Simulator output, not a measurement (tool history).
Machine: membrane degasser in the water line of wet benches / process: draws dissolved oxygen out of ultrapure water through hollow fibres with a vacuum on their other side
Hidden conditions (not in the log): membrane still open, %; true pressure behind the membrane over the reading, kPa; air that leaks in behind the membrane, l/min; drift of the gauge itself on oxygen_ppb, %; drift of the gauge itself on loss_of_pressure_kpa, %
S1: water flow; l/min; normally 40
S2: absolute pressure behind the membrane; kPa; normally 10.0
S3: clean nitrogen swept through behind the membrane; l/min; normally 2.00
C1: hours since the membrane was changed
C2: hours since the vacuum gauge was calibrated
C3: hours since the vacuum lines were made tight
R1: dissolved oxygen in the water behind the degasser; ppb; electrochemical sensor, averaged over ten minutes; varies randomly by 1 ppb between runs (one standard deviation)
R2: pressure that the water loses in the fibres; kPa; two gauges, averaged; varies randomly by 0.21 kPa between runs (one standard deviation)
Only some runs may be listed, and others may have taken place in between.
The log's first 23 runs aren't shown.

run    hour  S1    S2    S3    C1    C2    C3      R1     R2
 24  5598.6  40  22.0  1.14  2737  3341  1750  1191.5  47.36
 25  5761.9  62  11.5  4.17  2900  3504  1913   297.3  74.03
 26  6038.0  62  11.5  4.17  3176  3780  2190   300.8  73.61
     6116.7  -- vacuum gauge calibrated
 27  6283.0  62  11.5  4.17  3421   166  2434   301.0  74.10
 28  6426.0  40  10.0  4.03  3564   309  2577   163.5  47.82
 29  6608.1  25  18.6  3.99  3746   491  2759   227.4  29.91
 30  6764.8  61  18.6  3.37  3903   648  2916   610.6  73.29
 31  7054.9  56  14.5  1.37  4193   938  3206   860.1  66.97
 32  7264.1  56  14.5  1.37  4402  1147  3415   868.2  66.94

Below are 4 alternative next runs, each starting from the tool's condition after run 32. Predict each:
  A  7519.1  26   8.0  3.03  4657  1402  3670   ?   ?
  B  7519.1  51  16.9  1.10  4657  1402  3670   ?   ?
  C  7519.1  40  18.8  2.00  4657  1402  3670   ?   ?
  D  7519.1  45  17.2  1.37  4657  1402  3670   ?   ?

run      R1     R2
  A    98.9  31.07
  B  1113.4  60.98
  C   650.8  47.74
  D   881.8  54.10
Without the tool's hidden state the same runs would have given:
run      R1     R2
  A    98.8  31.04
  B  1113.1  60.91
  C   650.4  47.69
  D   881.5  54.04
